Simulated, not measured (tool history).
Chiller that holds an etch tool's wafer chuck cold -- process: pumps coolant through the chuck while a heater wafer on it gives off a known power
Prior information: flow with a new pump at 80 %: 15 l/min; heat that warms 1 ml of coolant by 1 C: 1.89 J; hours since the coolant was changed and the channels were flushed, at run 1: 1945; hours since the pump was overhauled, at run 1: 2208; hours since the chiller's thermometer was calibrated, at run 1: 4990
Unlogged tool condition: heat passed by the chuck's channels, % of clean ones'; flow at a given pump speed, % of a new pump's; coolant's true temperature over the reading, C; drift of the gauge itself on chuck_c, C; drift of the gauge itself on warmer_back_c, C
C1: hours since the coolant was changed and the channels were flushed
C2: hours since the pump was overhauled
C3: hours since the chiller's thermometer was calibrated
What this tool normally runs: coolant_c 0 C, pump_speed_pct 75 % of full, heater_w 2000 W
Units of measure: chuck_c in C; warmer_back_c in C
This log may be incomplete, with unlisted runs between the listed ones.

Run 1, day 0.000: usual settings; C1 1945; C2 2208; C3 4990. Result: chuck_c 14.9 C, warmer_back_c 4.63 C.
Run 2, day 6.067: usual settings; C1 2090; C2 2354; C3 5135. Result: chuck_c 14.8 C, warmer_back_c 4.69 C.
At day 8.312: chiller's thermometer calibrated.
Run 3, day 10.746: usual settings; C1 2202; C2 2465; C3 58. Result: chuck_c 15.0 C, warmer_back_c 4.74 C.
Run 4, day 20.029: usual settings; C1 2424; C2 2688; C3 281. Result: chuck_c 15.2 C, warmer_back_c 4.74 C.
Run 5, day 27.417: usual settings; C1 2602; C2 2865; C3 459. Result: chuck_c 15.3 C, warmer_back_c 4.71 C.
Run 6, day 32.854: usual settings; C1 2732; C2 2996; C3 589. Result: chuck_c 15.2 C, warmer_back_c 4.69 C.
Run 7, day 41.504: usual settings; C1 2940; C2 3203; C3 797. Result: chuck_c 15.3 C, warmer_back_c 4.71 C.
Run 8, day 46.850: usual settings but coolant_c -6 C; C1 3068; C2 3332; C3 925. Result: chuck_c 9.3 C, warmer_back_c 4.70 C.
Run 9, day 55.996: usual settings but coolant_c -6 C; C1 3288; C2 3551; C3 1144. Result: chuck_c 9.5 C, warmer_back_c 4.79 C.
Run 10, day 59.879: usual settings but coolant_c -6 C; C1 3381; C2 3644; C3 1238. Result: chuck_c 9.7 C, warmer_back_c 4.67 C.
Run 11, day 69.067: usual settings but coolant_c -6 C, heater_w 1021 W; C1 3601; C2 3865; C3 1458. Result: chuck_c 1.9 C, warmer_back_c 2.50 C.
Run 12, day 74.312: usual settings but coolant_c -6 C, heater_w 1021 W; C1 3727; C2 3991; C3 1584. Result: chuck_c 2.0 C, warmer_back_c 2.41 C.
Run 13, day 78.996: usual settings but coolant_c 1 C; C1 3840; C2 4103; C3 1696. Result: chuck_c 16.8 C, warmer_back_c 4.78 C.
At day 79.667: coolant pump overhauled.
Run 14, day 87.196: usual settings but coolant_c -2 C; C1 4031; C2 181; C3 1888. Result: chuck_c 14.5 C, warmer_back_c 4.95 C.
Run 15, day 96.554: usual settings but coolant_c -2 C; C1 4256; C2 405; C3 2113. Result: chuck_c 14.6 C, warmer_back_c 4.98 C.
Run 16, day 100.838: usual settings but coolant_c -2 C; C1 4359; C2 508; C3 2216. Result: chuck_c 14.7 C, warmer_back_c 4.95 C.
Run 17, day 107.158: usual settings but coolant_c 10 C, pump_speed_pct 68 % of full, heater_w 1889 W; C1 4510; C2 660; C3 2367. Result: chuck_c 27.6 C, warmer_back_c 5.28 C.
At day 114.596: coolant pump overhauled, once more.
Run 18, day 114.596: usual settings but coolant_c 10 C, pump_speed_pct 68 % of full, heater_w 1889 W; C1 4684; C2 0; C3 2541. Result: chuck_c 26.4 C, warmer_back_c 4.84 C.
Run 19, day 118.762: usual settings but coolant_c 10 C, pump_speed_pct 68 % of full, heater_w 1889 W; C1 4784; C2 100; C3 2641. Result: chuck_c 26.4 C, warmer_back_c 4.84 C.
Run 20, day 126.046: usual settings but heater_w 2188 W; C1 4959; C2 275; C3 2816. Result: chuck_c 17.3 C, warmer_back_c 5.00 C.
Run 21, day 130.921: usual settings but heater_w 2188 W; C1 5076; C2 392; C3 2933. Result: chuck_c 17.2 C, warmer_back_c 5.01 C.
Run 22, day 138.158: usual settings but heater_w 2188 W; C1 5249; C2 565; C3 3106. Result: chuck_c 17.3 C, warmer_back_c 5.00 C.

The next listed run, before its measurement:
Run 23, day 143.146: usual settings but coolant_c -4 C, pump_speed_pct 91 % of full, heater_w 2727 W; C1 5369; C2 685; C3 3226. Result: chuck_c ?, warmer_back_c ?.

chuck_c: 13.6 C
warmer_back_c: 5.01 C
Without the tool's hidden state the same run would have given chuck_c 11.4 C, warmer_back_c 4.96 C.
